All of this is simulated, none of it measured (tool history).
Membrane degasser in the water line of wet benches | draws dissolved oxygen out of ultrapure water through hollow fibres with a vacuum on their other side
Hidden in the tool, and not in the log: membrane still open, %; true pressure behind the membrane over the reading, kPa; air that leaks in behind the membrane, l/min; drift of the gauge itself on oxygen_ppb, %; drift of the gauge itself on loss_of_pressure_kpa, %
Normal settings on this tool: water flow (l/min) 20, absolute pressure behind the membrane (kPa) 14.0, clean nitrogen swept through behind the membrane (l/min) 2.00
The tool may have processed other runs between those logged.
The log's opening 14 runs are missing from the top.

run    hour  water flow (l/min)  absolute pressure behind the membrane (kPa)  clean nitrogen swept through behind the membrane (l/min)  hours since the membrane was changed  hours since the vacuum gauge was calibrated  hours since the vacuum lines were made tight  dissolved oxygen in the water behind the degasser (ppb)  pressure that the water loses in the fibres (kPa)
 15  2221.6                  20                                         11.1                                                      2.00                                 10104                                         2009                                          6117                                                    237.7                                              47.45
 16  2392.9                  20                                         19.4                                                      2.00                                 10275                                         2180                                          6288                                                    423.4                                              47.29
 17  2604.5                  14                                         12.9                                                      2.74                                 10487                                         2392                                          6500                                                    150.3                                              33.45
 18  2705.1                  20                                         14.0                                                      1.33                                 10587                                         2492                                          6600                                                    414.8                                              47.61
 19  2815.9                  26                                         27.8                                                      1.63                                 10698                                         2603                                          6711                                                    897.4                                              62.15
 20  2971.4                  24                                         16.6                                                      1.78                                 10854                                         2759                                          6867                                                    472.0                                              57.12
 21  3135.8                  20                                         14.0                                                      1.83                                 11018                                         2923                                          7031                                                    327.0                                              47.35
 22  3326.9                  20                                         14.0                                                      1.83                                 11209                                         3114                                          7222                                                    329.9                                              47.62
 23  3447.4                  14                                         17.5                                                      1.32                                 11330                                         3235                                          7343                                                    370.5                                              33.34
 24  3623.0                  20                                          8.7                                                      4.70                                 11505                                         3410                                          7518                                                    115.3                                              47.50
 25  3755.3                  20                                         14.4                                                      1.34                                 11638                                         3543                                          7650                                                    426.1                                              48.13
 26  3959.4                  20                                         14.4                                                      1.34                                 11842                                         3747                                          7855                                                    421.2                                              48.02
     4048.6  -- vacuum gauge calibrated
 27  4051.8                  20                                         14.4                                                      1.34                                 11934                                            3                                          7946                                                    427.5                                              47.53
 28  4175.9                  20                                         11.4                                                      2.00                                 12058                                          127                                          8071                                                    245.5                                              47.91
 29  4386.0                  21                                         11.4                                                      2.00                                 12268                                          337                                          8281                                                    260.0                                              50.52
 30  4505.1                  18                                         12.7                                                      2.00                                 12387                                          456                                          8400                                                    245.9                                              43.13
 31  4675.8                  13                                          9.7                                                      2.53                                 12558                                          627                                          8570                                                    108.3                                              30.90

What if the next run were any one of these 5? Each begins from the tool's condition after run 31:
  A  4767.8                  25                                         15.5                                                      2.53                                 12650                                          719                                          8662                                                        ?                                                  ?
  B  4767.8                  22                                         12.1                                                      1.30                                 12650                                          719                                          8662                                                        ?                                                  ?
  C  4767.8                  20                                         34.1                                                      2.00                                 12650                                          719                                          8662                                                        ?                                                  ?
  D  4767.8                  23                                         14.0                                                      2.00                                 12650                                          719                                          8662                                                        ?                                                  ?
  E  4767.8                  16                                          9.7                                                      2.43                                 12650                                          719                                          8662                                                        ?                                                  ?

run  dissolved oxygen in the water behind the degasser (ppb)  pressure that the water loses in the fibres (kPa)
  A                                                    358.6                                              60.17
  B                                                    399.5                                              52.86
  C                                                    720.9                                              47.99
  D                                                    359.8                                              55.16
  E                                                    143.0                                              38.72
With the hidden condition removed and each run's random variation left untouched, the same runs would have given:
run  dissolved oxygen in the water behind the degasser (ppb)  pressure that the water loses in the fibres (kPa)
  A                                                    358.2                                              58.71
  B                                                    399.1                                              51.58
  C                                                    720.4                                              46.83
  D                                                    359.4                                              53.82
  E                                                    142.8                                              37.79
